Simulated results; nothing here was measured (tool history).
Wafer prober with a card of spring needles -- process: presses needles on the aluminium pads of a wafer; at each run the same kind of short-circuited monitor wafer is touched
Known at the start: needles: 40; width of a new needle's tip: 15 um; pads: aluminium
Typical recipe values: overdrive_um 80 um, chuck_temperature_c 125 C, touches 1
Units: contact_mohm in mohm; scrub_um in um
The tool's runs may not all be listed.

Run 1, hour 0: usual settings. Result: contact_mohm 308 mohm, scrub_um 12.84 um.
Run 2, hour 53.3: usual settings. Result: contact_mohm 301 mohm, scrub_um 13.19 um.
Run 3, hour 127.3: usual settings but touches 2. Result: contact_mohm 295 mohm, scrub_um 13.21 um.
Run 4, hour 177.9: usual settings but touches 2. Result: contact_mohm 299 mohm, scrub_um 13.15 um.
Run 5, hour 218.2: usual settings but overdrive_um 83 um. Result: contact_mohm 298 mohm, scrub_um 13.62 um.
Run 6, hour 293.2: usual settings. Result: contact_mohm 307 mohm, scrub_um 13.07 um.
Run 7, hour 328.5: usual settings. Result: contact_mohm 310 mohm, scrub_um 13.02 um.
Run 8, hour 397.9: usual settings but touches 2. Result: contact_mohm 301 mohm, scrub_um 12.98 um.
Run 9, hour 454.8: usual settings but touches 2. Result: contact_mohm 295 mohm, scrub_um 12.89 um.
Run 10, hour 533.8: usual settings but touches 2. Result: contact_mohm 301 mohm, scrub_um 12.84 um.
Run 11, hour 608.8: usual settings but chuck_temperature_c 95 C. Result: contact_mohm 286 mohm, scrub_um 13.24 um.
Run 12, hour 654.9: usual settings but chuck_temperature_c 43 C. Result: contact_mohm 268 mohm, scrub_um 13.21 um.
Run 13, hour 703.8: usual settings but chuck_temperature_c 43 C. Result: contact_mohm 278 mohm, scrub_um 13.09 um.
Run 14, hour 754.3: usual settings. Result: contact_mohm 308 mohm, scrub_um 13.14 um.
Run 15, hour 815.6: usual settings but overdrive_um 92 um, chuck_temperature_c 63 C. Result: contact_mohm 278 mohm, scrub_um 15.05 um.
Run 16, hour 874.9: usual settings but overdrive_um 92 um, chuck_temperature_c 63 C. Result: contact_mohm 287 mohm, scrub_um 14.9 um.
Run 17, hour 940.7: usual settings but overdrive_um 92 um, chuck_temperature_c 63 C. Result: contact_mohm 291 mohm, scrub_um 14.91 um.
Run 18, hour 983.5: usual settings but overdrive_um 93 um, chuck_temperature_c 31 C. Result: contact_mohm 272 mohm, scrub_um 15.05 um.
Run 19, hour 1015.7: usual settings but overdrive_um 93 um, chuck_temperature_c 31 C. Result: contact_mohm 279 mohm, scrub_um 15.05 um.
Run 20, hour 1087.1: usual settings but overdrive_um 60 um, chuck_temperature_c 31 C. Result: contact_mohm 317 mohm, scrub_um 9.53 um.
Run 21, hour 1141.6: usual settings but overdrive_um 64 um, chuck_temperature_c 50 C. Result: contact_mohm 293 mohm, scrub_um 10.57 um.
Run 22, hour 1213: usual settings but overdrive_um 64 um, chuck_temperature_c 50 C. Result: contact_mohm 306 mohm, scrub_um 10.49 um.
Run 23, hour 1305: usual settings but overdrive_um 71 um, chuck_temperature_c 86 C. Result: contact_mohm 283 mohm, scrub_um 11.78 um.
Run 24, hour 1360.1: usual settings but overdrive_um 71 um, chuck_temperature_c 86 C. Result: contact_mohm 293 mohm, scrub_um 11.69 um.
Run 25, hour 1439.9: usual settings but overdrive_um 72 um. Result: contact_mohm 297 mohm, scrub_um 11.81 um.
Run 26, hour 1482.1: usual settings but overdrive_um 67 um, chuck_temperature_c 31 C, touches 2. Result: contact_mohm 271 mohm, scrub_um 10.96 um.
Run 27, hour 1518.5: usual settings but overdrive_um 76 um, chuck_temperature_c 46 C, touches 2. Result: contact_mohm 276 mohm, scrub_um 12.42 um.

Between the runs listed above, the log contained 71 entries, not reproduced here. Where in the sequence does each belong, and how does what the log doesn't record of the tool's condition differ from the listed run before to the listed run after?
From run 1 to run 2: tips cleaned on abrasive film (hour 3.8); height of the first contact set anew (hour 13.1); tips cleaned on abrasive film (hour 27); tips cleaned on abrasive film (hour 47.1)
  debris on the tips, nm: 114.2 -> 66.2; way that the needles fall short of the set height, um: 2.47 -> 0.17; tips' diameter, um: 18.5 -> 20.06
  measured minus no-state result, contact_mohm: +23 -> +14 mohm; scrub_um: -0.41 -> -0.02 um
From run 2 to run 3: tips cleaned on abrasive film (hour 70.1); tips cleaned on abrasive film (hour 94.4); tips cleaned on abrasive film (hour 117.2)
  debris on the tips, nm: 66.2 -> 83; way that the needles fall short of the set height, um: 0.17 -> 0.47; tips' diameter, um: 20.06 -> 20.16
  measured minus no-state result, contact_mohm: +14 -> +11 mohm; scrub_um: -0.02 -> -0.08 um
From run 3 to run 4: tips cleaned on abrasive film (hour 137.4); tips cleaned on abrasive film (hour 162.2)
  debris on the tips, nm: 83 -> 106; way that the needles fall short of the set height, um: 0.47 -> 0.68; tips' diameter, um: 20.16 -> 20.23
  measured minus no-state result, contact_mohm: +11 -> +14 mohm; scrub_um: -0.08 -> -0.11 um
From run 4 to run 5: tips cleaned on abrasive film (hour 186.4); tips cleaned on abrasive film (hour 209.3)
  debris on the tips, nm: 106 -> 68.6; way that the needles fall short of the set height, um: 0.68 -> 0.86; tips' diameter, um: 20.23 -> 20.3
  measured minus no-state result, contact_mohm: +14 -> +14 mohm; scrub_um: -0.11 -> -0.14 um
From run 5 to run 6: tips cleaned on abrasive film (hour 233.3); tips cleaned on abrasive film (hour 254.8); tips cleaned on abrasive film (hour 275.9)
  debris on the tips, nm: 68.6 -> 109; way that the needles fall short of the set height, um: 0.86 -> 1.15; tips' diameter, um: 20.3 -> 20.4
  measured minus no-state result, contact_mohm: +14 -> +24 mohm; scrub_um: -0.14 -> -0.19 um
From run 6 to run 7: tips cleaned on abrasive film (hour 297.3); tips cleaned on abrasive film, once more (hour 313.1)
  debris on the tips, nm: 109 -> 107.7; way that the needles fall short of the set height, um: 1.15 -> 1.36; tips' diameter, um: 20.4 -> 20.47
  measured minus no-state result, contact_mohm: +24 -> +24 mohm; scrub_um: -0.19 -> -0.22 um
From run 7 to run 8: tips cleaned on abrasive film (hour 333.6); tips cleaned on abrasive film (hour 353.7); tips cleaned on abrasive film (hour 378.8)
  debris on the tips, nm: 107.7 -> 117.2; way that the needles fall short of the set height, um: 1.36 -> 1.69; tips' diameter, um: 20.47 -> 20.59
  measured minus no-state result, contact_mohm: +24 -> +17 mohm; scrub_um: -0.22 -> -0.28 um
From run 8 to run 9: tips cleaned on abrasive film (hour 403); tips cleaned on abrasive film (hour 427.2); tips cleaned on abrasive film (hour 450.1)
  debris on the tips, nm: 117.2 -> 52.1; way that the needles fall short of the set height, um: 1.69 -> 1.98; tips' diameter, um: 20.59 -> 20.69
  measured minus no-state result, contact_mohm: +17 -> +9 mohm; scrub_um: -0.28 -> -0.33 um
From run 9 to run 10: tips cleaned on abrasive film (hour 471.5); tips cleaned on abrasive film (hour 495.4); tips cleaned on abrasive film (hour 518.1)
  debris on the tips, nm: 52.1 -> 99.3; way that the needles fall short of the set height, um: 1.98 -> 2.3; tips' diameter, um: 20.69 -> 20.8
  measured minus no-state result, contact_mohm: +9 -> +15 mohm; scrub_um: -0.33 -> -0.38 um
From run 10 to run 11: tips cleaned on abrasive film (hour 538.9); tips cleaned on abrasive film (hour 561.5); height of the first contact set anew (hour 561.8); tips cleaned on abrasive film (hour 585.5); tips cleaned on abrasive film (hour 606.4)
  debris on the tips, nm: 99.3 -> 28.8; way that the needles fall short of the set height, um: 2.3 -> 0.17; tips' diameter, um: 20.8 -> 20.93
  measured minus no-state result, contact_mohm: +15 -> +8 mohm; scrub_um: -0.38 -> -0.02 um
From run 11 to run 12: tips cleaned on abrasive film (hour 631.3); tips cleaned on abrasive film (hour 654.8)
  debris on the tips, nm: 28.8 -> 8.6; way that the needles fall short of the set height, um: 0.17 -> 0.39; tips' diameter, um: 20.93 -> 21.01
  measured minus no-state result, contact_mohm: +8 -> +3 mohm; scrub_um: -0.02 -> -0.06 um
From run 12 to run 13: tips cleaned on abrasive film (hour 677.7); tips cleaned on abrasive film (hour 697.8)
  debris on the tips, nm: 8.6 -> 55.2; way that the needles fall short of the set height, um: 0.39 -> 0.65; tips' diameter, um: 21.01 -> 21.1
  measured minus no-state result, contact_mohm: +3 -> +15 mohm; scrub_um: -0.06 -> -0.11 um
From run 13 to run 14: tips cleaned on abrasive film (hour 718.9); tips cleaned on abrasive film (hour 742.5)
  debris on the tips, nm: 55.2 -> 91.1; way that the needles fall short of the set height, um: 0.65 -> 0.88; tips' diameter, um: 21.1 -> 21.18
  measured minus no-state result, contact_mohm: +15 -> +21 mohm; scrub_um: -0.11 -> -0.14 um
From run 14 to run 15: tips cleaned on abrasive film (hour 764.4); tips cleaned on abrasive film (hour 787.1); tips cleaned on abrasive film (hour 811.8)
  debris on the tips, nm: 91.1 -> 46.9; way that the needles fall short of the set height, um: 0.88 -> 1.17; tips' diameter, um: 21.18 -> 21.28
  measured minus no-state result, contact_mohm: +21 -> +10 mohm; scrub_um: -0.14 -> -0.2 um
From run 15 to run 16: tips cleaned on abrasive film (hour 835.3); tips cleaned on abrasive film (hour 859)
  debris on the tips, nm: 46.9 -> 107; way that the needles fall short of the set height, um: 1.17 -> 1.42; tips' diameter, um: 21.28 -> 21.37
  measured minus no-state result, contact_mohm: +10 -> +21 mohm; scrub_um: -0.2 -> -0.24 um
From run 16 to run 17: tips cleaned on abrasive film (hour 880); tips cleaned on abrasive film (hour 903.8); tips cleaned on abrasive film (hour 927.8)
  debris on the tips, nm: 107 -> 97.9; way that the needles fall short of the set height, um: 1.42 -> 1.79; tips' diameter, um: 21.37 -> 21.5
  measured minus no-state result, contact_mohm: +21 -> +21 mohm; scrub_um: -0.24 -> -0.29 um
From run 17 to run 18: tips cleaned on abrasive film (hour 950.4); tips cleaned on abrasive film (hour 975.2)
  debris on the tips, nm: 97.9 -> 74.8; way that the needles fall short of the set height, um: 1.79 -> 2.02; tips' diameter, um: 21.5 -> 21.58
  measured minus no-state result, contact_mohm: +21 -> +16 mohm; scrub_um: -0.29 -> -0.33 um
From run 18 to run 19: tips cleaned on abrasive film (hour 996.6)
  debris on the tips, nm: 74.8 -> 116.6; way that the needles fall short of the set height, um: 2.02 -> 2.1; tips' diameter, um: 21.58 -> 21.61
  measured minus no-state result, contact_mohm: +16 -> +25 mohm; scrub_um: -0.33 -> -0.35 um
From run 19 to run 20: tips cleaned on abrasive film (hour 1020.8); tips cleaned on abrasive film (hour 1044.2); tips cleaned on abrasive film (hour 1067.6)
  debris on the tips, nm: 116.6 -> 122.7; way that the needles fall short of the set height, um: 2.1 -> 2.36; tips' diameter, um: 21.61 -> 21.7
  measured minus no-state result, contact_mohm: +25 -> +55 mohm; scrub_um: -0.35 -> -0.39 um
From run 20 to run 21: tips cleaned on abrasive film (hour 1090.8); height of the first contact set anew (hour 1110.5); tips cleaned on abrasive film (hour 1114.4); tips cleaned on abrasive film (hour 1134.5)
  debris on the tips, nm: 122.7 -> 66.6; way that the needles fall short of the set height, um: 2.36 -> 0.18; tips' diameter, um: 21.7 -> 21.8
  measured minus no-state result, contact_mohm: +55 -> +26 mohm; scrub_um: -0.39 -> -0.03 um
From run 21 to run 22: tips cleaned on abrasive film (hour 1155.3); tips cleaned on abrasive film (hour 1179.3); tips cleaned on abrasive film (hour 1200.3)
  debris on the tips, nm: 66.6 -> 105.4; way that the needles fall short of the set height, um: 0.18 -> 0.54; tips' diameter, um: 21.8 -> 21.93
  measured minus no-state result, contact_mohm: +26 -> +40 mohm; scrub_um: -0.03 -> -0.09 um
From run 22 to run 23: tips cleaned on abrasive film (hour 1222.2); tips cleaned on abrasive film (hour 1245); tips cleaned on abrasive film (hour 1265.2); tips cleaned on abrasive film (hour 1289.5); card fitted with new needles (hour 1301.5)
  debris on the tips, nm: 105.4 -> 38.5; way that the needles fall short of the set height, um: 0.54 -> 0; tips' diameter, um: 21.93 -> 15
  measured minus no-state result, contact_mohm: +40 -> +7 mohm; scrub_um: -0.09 -> +0 um
From run 23 to run 24: tips cleaned on abrasive film (hour 1322.7); tips cleaned on abrasive film (hour 1344.8)
  debris on the tips, nm: 38.5 -> 100.7; way that the needles fall short of the set height, um: 0 -> 0.21; tips' diameter, um: 15 -> 15.07
  measured minus no-state result, contact_mohm: +7 -> +19 mohm; scrub_um: +0 -> -0.03 um
From run 24 to run 25: tips cleaned on abrasive film (hour 1365.2); tips cleaned on abrasive film (hour 1385.3); tips cleaned on abrasive film (hour 1408.3); tips cleaned on abrasive film (hour 1431.1)
  debris on the tips, nm: 100.7 -> 73.1; way that the needles fall short of the set height, um: 0.21 -> 0.63; tips' diameter, um: 15.07 -> 15.22
  measured minus no-state result, contact_mohm: +19 -> +12 mohm; scrub_um: -0.03 -> -0.1 um
From run 25 to run 26: tips cleaned on abrasive film (hour 1454.9); tips cleaned on abrasive film (hour 1478)
  debris on the tips, nm: 73.1 -> 53.7; way that the needles fall short of the set height, um: 0.63 -> 0.84; tips' diameter, um: 15.22 -> 15.29
  measured minus no-state result, contact_mohm: +12 -> +7 mohm; scrub_um: -0.1 -> -0.14 um
From run 26 to run 27: tips cleaned on abrasive film (hour 1500.2)
  debris on the tips, nm: 53.7 -> 118.5; way that the needles fall short of the set height, um: 0.84 -> 0.98; tips' diameter, um: 15.29 -> 15.34
  measured minus no-state result, contact_mohm: +7 -> +13 mohm; scrub_um: -0.14 -> -0.16 um
